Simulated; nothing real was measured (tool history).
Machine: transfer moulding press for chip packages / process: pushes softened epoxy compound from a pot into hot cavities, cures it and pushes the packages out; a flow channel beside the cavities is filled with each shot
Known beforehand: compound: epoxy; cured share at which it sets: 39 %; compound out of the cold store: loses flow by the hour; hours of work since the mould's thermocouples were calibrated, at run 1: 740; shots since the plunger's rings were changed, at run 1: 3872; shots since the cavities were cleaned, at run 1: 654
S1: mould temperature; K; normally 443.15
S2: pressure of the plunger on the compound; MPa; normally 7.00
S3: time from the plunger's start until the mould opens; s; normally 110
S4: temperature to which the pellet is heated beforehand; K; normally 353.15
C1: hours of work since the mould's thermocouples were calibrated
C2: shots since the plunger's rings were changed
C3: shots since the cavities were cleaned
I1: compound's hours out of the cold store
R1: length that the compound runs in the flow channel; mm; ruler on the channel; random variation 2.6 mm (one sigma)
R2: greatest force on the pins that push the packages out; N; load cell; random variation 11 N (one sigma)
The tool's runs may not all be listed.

{"run": 1, "hour": 0.0, "S1": 443.15, "S2": 7.0, "S3": 110, "S4": 353.15, "C1": 740, "C2": 3872, "C3": 654, "I1": 34.6, "R1": 822, "R2": 686}
{"hour": 45.8, "done": "plunger's sealing rings changed"}
{"hour": 47.3, "done": "cavities cleaned with cleaning compound and waxed"}
{"run": 2, "hour": 54.8, "S1": 443.15, "S2": 7.0, "S3": 110, "S4": 359.15, "C1": 781, "C2": 96, "C3": 96, "I1": 13.0, "R1": 902, "R2": 528}
{"hour": 116.0, "done": "mould's thermocouples calibrated"}
{"hour": 141.4, "done": "cavities cleaned with cleaning compound and waxed"}
{"run": 3, "hour": 151.0, "S1": 443.15, "S2": 7.0, "S3": 110, "S4": 355.15, "C1": 27, "C2": 1298, "C3": 125, "I1": 41.3, "R1": 842, "R2": 553}
{"run": 4, "hour": 209.9, "S1": 443.15, "S2": 7.0, "S3": 110, "S4": 355.15, "C1": 74, "C2": 2062, "C3": 889, "I1": 46.7, "R1": 823, "R2": 752}
{"hour": 236.2, "done": "cavities cleaned with cleaning compound and waxed"}
{"run": 5, "hour": 281.8, "S1": 443.15, "S2": 7.0, "S3": 110, "S4": 355.15, "C1": 130, "C2": 2974, "C3": 591, "I1": 40.4, "R1": 825, "R2": 719}
{"hour": 328.9, "done": "cavities cleaned with cleaning compound and waxed"}
{"run": 6, "hour": 342.3, "S1": 443.15, "S2": 7.0, "S3": 110, "S4": 355.15, "C1": 176, "C2": 3738, "C3": 173, "I1": 35.6, "R1": 820, "R2": 602}
{"hour": 392.7, "done": "plunger's sealing rings changed"}
{"hour": 427.0, "done": "cavities cleaned with cleaning compound and waxed"}
{"run": 7, "hour": 427.0, "S1": 443.15, "S2": 7.0, "S3": 102, "S4": 353.15, "C1": 241, "C2": 425, "C3": 0, "I1": 20.2, "R1": 886, "R2": 554}
{"run": 8, "hour": 488.5, "S1": 443.15, "S2": 7.0, "S3": 102, "S4": 353.15, "C1": 290, "C2": 1222, "C3": 797, "I1": 29.7, "R1": 858, "R2": 811}
{"hour": 524.1, "done": "cavities cleaned with cleaning compound and waxed"}
{"run": 9, "hour": 576.0, "S1": 443.15, "S2": 7.0, "S3": 102, "S4": 353.15, "C1": 358, "C2": 2336, "C3": 672, "I1": 34.1, "R1": 839, "R2": 793}
{"hour": 620.1, "done": "cavities cleaned with cleaning compound and waxed"}
{"run": 10, "hour": 648.0, "S1": 443.15, "S2": 7.0, "S3": 110, "S4": 353.15, "C1": 414, "C2": 3251, "C3": 362, "I1": 22.5, "R1": 846, "R2": 629}
{"hour": 715.1, "done": "cavities cleaned with cleaning compound and waxed"}
{"run": 11, "hour": 732.5, "S1": 443.15, "S2": 7.0, "S3": 110, "S4": 344.15, "C1": 480, "C2": 4327, "C3": 225, "I1": 24.3, "R1": 836, "R2": 619}
{"hour": 743.6, "done": "plunger's sealing rings changed"}
{"run": 12, "hour": 777.9, "S1": 443.15, "S2": 7.0, "S3": 110, "S4": 344.15, "C1": 514, "C2": 445, "C3": 781, "I1": 22.8, "R1": 877, "R2": 729}
{"hour": 810.0, "done": "cavities cleaned with cleaning compound and waxed"}
{"run": 13, "hour": 847.6, "S1": 443.15, "S2": 6.48, "S3": 110, "S4": 353.15, "C1": 569, "C2": 1329, "C3": 487, "I1": 40.5, "R1": 807, "R2": 676}
{"hour": 903.4, "done": "cavities cleaned with cleaning compound and waxed"}
{"run": 14, "hour": 918.0, "S1": 443.15, "S2": 7.0, "S3": 110, "S4": 360.15, "C1": 624, "C2": 2222, "C3": 189, "I1": 23.5, "R1": 860, "R2": 585}
{"hour": 995.4, "done": "cavities cleaned with cleaning compound and waxed"}
{"run": 15, "hour": 1003.9, "S1": 442.15, "S2": 7.0, "S3": 101, "S4": 346.15, "C1": 691, "C2": 3316, "C3": 110, "I1": 17.9, "R1": 863, "R2": 640}
{"run": 16, "hour": 1067.9, "S1": 442.15, "S2": 6.73, "S3": 101, "S4": 356.15, "C1": 742, "C2": 4146, "C3": 940, "I1": 36.9, "R1": 797, "R2": 863}
{"hour": 1091.6, "done": "plunger's sealing rings changed"}
{"hour": 1093.1, "done": "cavities cleaned with cleaning compound and waxed"}
{"run": 17, "hour": 1117.4, "S1": 436.15, "S2": 7.0, "S3": 116, "S4": 353.15, "C1": 778, "C2": 315, "C3": 315, "I1": 44.7, "R1": 863, "R2": 736}
{"run": 18, "hour": 1171.3, "S1": 446.15, "S2": 7.0, "S3": 111, "S4": 357.15, "C1": 821, "C2": 1013, "C3": 1013, "I1": 43.1, "R1": 827, "R2": 661}
{"hour": 1187.8, "done": "mould's thermocouples calibrated"}
{"hour": 1189.3, "done": "cavities cleaned with cleaning compound and waxed"}
{"run": 19, "hour": 1228.2, "S1": 450.15, "S2": 8.3, "S3": 111, "S4": 357.15, "C1": 31, "C2": 1705, "C3": 503, "I1": 21.2, "R1": 935, "R2": 626}
{"hour": 1286.1, "done": "cavities cleaned with cleaning compound and waxed"}
{"run": 20, "hour": 1315.5, "S1": 445.15, "S2": 8.3, "S3": 91, "S4": 357.15, "C1": 99, "C2": 2817, "C3": 380, "I1": 23.2, "R1": 934, "R2": 886}
{"run": 21, "hour": 1358.4, "S1": 443.15, "S2": 7.5, "S3": 130, "S4": 359.15, "C1": 133, "C2": 3373, "C3": 936, "I1": 18.3, "R1": 891, "R2": 681}
{"hour": 1379.6, "done": "cavities cleaned with cleaning compound and waxed"}
{"run": 22, "hour": 1409.7, "S1": 443.15, "S2": 7.5, "S3": 130, "S4": 359.15, "C1": 173, "C2": 4019, "C3": 390, "I1": 33.0, "R1": 856, "R2": 595}
{"hour": 1439.5, "done": "plunger's sealing rings changed"}
{"hour": 1474.0, "done": "cavities cleaned with cleaning compound and waxed"}
{"run": 23, "hour": 1501.7, "S1": 443.15, "S2": 7.5, "S3": 130, "S4": 359.15, "C1": 243, "C2": 787, "C3": 359, "I1": 45.7, "R1": 865, "R2": 608}
{"run": 24, "hour": 1545.0, "S1": 443.15, "S2": 7.5, "S3": 130, "S4": 359.15, "C1": 277, "C2": 1348, "C3": 920, "I1": 44.3, "R1": 868, "R2": 682}
{"hour": 1566.5, "done": "cavities cleaned with cleaning compound and waxed"}
{"run": 25, "hour": 1617.4, "S1": 444.15, "S2": 8.58, "S3": 110, "S4": 353.15, "C1": 334, "C2": 2267, "C3": 660, "I1": 21.7, "R1": 957, "R2": 704}
{"hour": 1663.2, "done": "cavities cleaned with cleaning compound and waxed"}
{"run": 26, "hour": 1667.0, "S1": 444.15, "S2": 8.58, "S3": 110, "S4": 353.15, "C1": 372, "C2": 2891, "C3": 50, "I1": 21.3, "R1": 950, "R2": 546}

3 ways to go on from here, each from the tool as it stands after run 26. What would each give?
{"run": "A", "hour": 1721.4, "S1": 444.15, "S2": 8.58, "S3": 121, "S4": 353.15, "C1": 416, "C2": 3596, "C3": 755, "I1": 16.6, "R1": "?", "R2": "?"}
{"run": "B", "hour": 1721.4, "S1": 440.15, "S2": 8.58, "S3": 108, "S4": 351.15, "C1": 416, "C2": 3596, "C3": 755, "I1": 38.3, "R1": "?", "R2": "?"}
{"run": "C", "hour": 1721.4, "S1": 444.15, "S2": 7.17, "S3": 93, "S4": 346.15, "C1": 416, "C2": 3596, "C3": 755, "I1": 27.0, "R1": "?", "R2": "?"}

run=A R1=950 R2=676
run=B R1=919 R2=841
run=C R1=849 R2=958
Had the tool no hidden state, the same runs would have come out as:
run=A R1=996 R2=463
run=B R1=963 R2=588
run=C R1=890 R2=671

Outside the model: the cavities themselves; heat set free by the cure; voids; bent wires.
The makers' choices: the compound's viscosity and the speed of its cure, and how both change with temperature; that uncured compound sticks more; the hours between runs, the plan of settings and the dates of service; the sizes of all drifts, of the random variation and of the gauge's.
